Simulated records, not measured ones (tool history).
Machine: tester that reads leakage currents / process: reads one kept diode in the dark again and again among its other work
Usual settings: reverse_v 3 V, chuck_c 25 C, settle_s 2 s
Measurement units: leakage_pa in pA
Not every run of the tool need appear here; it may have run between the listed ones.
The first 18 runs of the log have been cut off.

| run | day | reverse_v | chuck_c | settle_s | leakage_pa |
|---|---|---|---|---|---|
| 19 | 64.746 | 1.36 | 25 | 2 | 97.95 |
| 20 | 69.696 | 1.36 | 25 | 2 | 98.91 |
| 21 | 73.65 | 3 | 25 | 2 | 132.54 |
| 22 | 76.688 | 3 | 25 | 2 | 133.9 |
| 23 | 79.083 | 1.34 | 25 | 1.31 | 100.97 |
| 24 | 82.958 | 3 | 25 | 0.74 | 136.14 |
| 25 | 87.846 | 3 | 25 | 2.55 | 139.13 |
| 26 | 91.258 | 4.4 | 25 | 2 | 160.46 |
| 27 | 94.083 | 4.4 | 25 | 2 | 162.95 |
| 28 | 96.488 | 1.48 | 35 | 0.42 | 224.14 |
|  | 99.688 | chuck's temperature calibrated |
| 29 | 99.888 | 1.48 | 35 | 0.42 | 193.45 |
| 30 | 104.288 | 1.48 | 35 | 0.42 | 195.94 |
| 31 | 108.938 | 1.48 | 35 | 0.42 | 198.24 |
| 32 | 111.204 | 3.61 | 24 | 1.99 | 126.42 |
| 33 | 113.221 | 3 | 54 | 0.54 | 877.81 |
| 34 | 117.625 | 3 | 54 | 0.54 | 894.22 |
| 35 | 120.679 | 1.15 | 38 | 0.31 | 230.87 |
| 36 | 125.042 | 1.15 | 60 | 0.31 | 923.64 |
| 37 | 127.325 | 12.16 | 58 | 6.93 | 1905.34 |
| 38 | 131.329 | 2.98 | 30 | 2.45 | 192.54 |
| 39 | 134.696 | 1.9 | 41 | 0.56 | 350.64 |
| 40 | 138.854 | 18 | 54 | 7.86 | 1784.26 |
| 41 | 142.921 | 18 | 26 | 0.86 | 295.11 |

3 options for the next run, each taken on its own from the tool as it stands now. Forecast them:
| A | 145.633 | 8.31 | 34 | 1.95 | ? |
| B | 145.633 | 1.72 | 28 | 0.86 | ? |
| C | 145.633 | 1.33 | 26 | 3.92 | ? |

| run | leakage_pa |
|---|---|
| A | 383.27 |
| B | 142.9 |
| C | 113.53 |
Without the tool's unlogged condition, the same runs would have read:
| run | leakage_pa |
|---|---|
| A | 334.74 |
| B | 125.05 |
| C | 99.17 |
